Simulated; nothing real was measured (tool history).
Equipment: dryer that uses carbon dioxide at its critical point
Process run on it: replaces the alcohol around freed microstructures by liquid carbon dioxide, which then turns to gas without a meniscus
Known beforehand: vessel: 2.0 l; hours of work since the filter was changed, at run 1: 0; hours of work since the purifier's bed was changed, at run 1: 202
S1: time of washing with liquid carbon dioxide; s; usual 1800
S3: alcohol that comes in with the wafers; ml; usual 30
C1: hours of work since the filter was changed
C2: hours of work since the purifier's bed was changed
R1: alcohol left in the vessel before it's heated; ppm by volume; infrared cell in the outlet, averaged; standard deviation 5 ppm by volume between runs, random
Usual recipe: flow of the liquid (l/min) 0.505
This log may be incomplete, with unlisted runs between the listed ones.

Run 1, hour 0.0: usual settings; C1 0; C2 202. Result: R1 115 ppm by volume.
Run 2, hour 23.6: usual settings but flow of the liquid (l/min) 0.353; C1 15; C2 217. Result: R1 309 ppm by volume.
Run 3, hour 50.2: usual settings but S3 112 ml; C1 33; C2 234. Result: R1 236 ppm by volume.
Run 4, hour 67.1: usual settings but S3 112 ml; C1 44; C2 245. Result: R1 223 ppm by volume.
Run 5, hour 86.1: usual settings but S3 112 ml; C1 56; C2 258. Result: R1 242 ppm by volume.
Run 6, hour 110.0: usual settings but S3 112 ml; C1 72; C2 273. Result: R1 262 ppm by volume.
Run 7, hour 143.4: usual settings but S3 50 ml; C1 93; C2 295. Result: R1 177 ppm by volume.
Run 8, hour 165.3: usual settings but S1 1680 s; C1 108; C2 309. Result: R1 172 ppm by volume.
Run 9, hour 194.1: usual settings; C1 126; C2 328. Result: R1 141 ppm by volume.
Run 10, hour 217.5: usual settings but S3 90 ml; C1 142; C2 343. Result: R1 271 ppm by volume.
Run 11, hour 249.4: usual settings; C1 162; C2 364. Result: R1 169 ppm by volume.
Run 12, hour 281.6: usual settings; C1 183; C2 385. Result: R1 186 ppm by volume.
Run 13, hour 313.7: usual settings but flow of the liquid (l/min) 0.481, S3 27 ml; C1 204; C2 406. Result: R1 213 ppm by volume.
Run 14, hour 345.2: usual settings but S1 2640 s, flow of the liquid (l/min) 0.509, S3 26 ml; C1 225; C2 426. Result: R1 144 ppm by volume.
Run 15, hour 363.8: usual settings but S1 2640 s, flow of the liquid (l/min) 0.509, S3 26 ml; C1 237; C2 438. Result: R1 145 ppm by volume.
Run 16, hour 398.5: usual settings but flow of the liquid (l/min) 0.474, S3 47 ml; C1 259; C2 461. Result: R1 312 ppm by volume.
At hour 402.4: inlet filter changed.
Run 17, hour 427.3: usual settings but flow of the liquid (l/min) 0.474, S3 47 ml; C1 16; C2 479. Result: R1 232 ppm by volume.
Run 18, hour 449.5: usual settings but flow of the liquid (l/min) 0.474, S3 47 ml; C1 31; C2 493. Result: R1 241 ppm by volume.
Run 19, hour 474.1: usual settings but S1 1380 s, flow of the liquid (l/min) 0.339, S3 41 ml; C1 47; C2 509. Result: R1 1140 ppm by volume.
Run 20, hour 501.5: usual settings but S1 1380 s, flow of the liquid (l/min) 0.339, S3 41 ml; C1 64; C2 527. Result: R1 1164 ppm by volume.
Run 21, hour 523.6: usual settings but flow of the liquid (l/min) 0.364, S3 64 ml; C1 79; C2 542. Result: R1 633 ppm by volume.
Run 22, hour 545.6: usual settings but S1 1500 s, flow of the liquid (l/min) 0.500, S3 54 ml; C1 93; C2 556. Result: R1 406 ppm by volume.
Run 23, hour 568.5: usual settings but S1 1500 s, flow of the liquid (l/min) 0.500, S3 54 ml; C1 108; C2 571. Result: R1 417 ppm by volume.
Run 24, hour 582.5: usual settings but S1 1500 s, flow of the liquid (l/min) 0.500, S3 54 ml; C1 117; C2 580. Result: R1 411 ppm by volume.

Forecast each of these 3 alternatives for the next run:
Run A, hour 611.0: usual settings but flow of the liquid (l/min) 0.497; C1 136; C2 598. Result: R1 ?.
Run B, hour 611.0: usual settings but flow of the liquid (l/min) 0.329; C1 136; C2 598. Result: R1 ?.
Run C, hour 611.0: usual settings but S1 2760 s; C1 136; C2 598. Result: R1 ?.

run   R1
  A  231
  B  561
  C  192
With the hidden condition removed and each run's random variation left untouched, the same runs would have given:
run   R1
  A   42
  B  298
  C   10
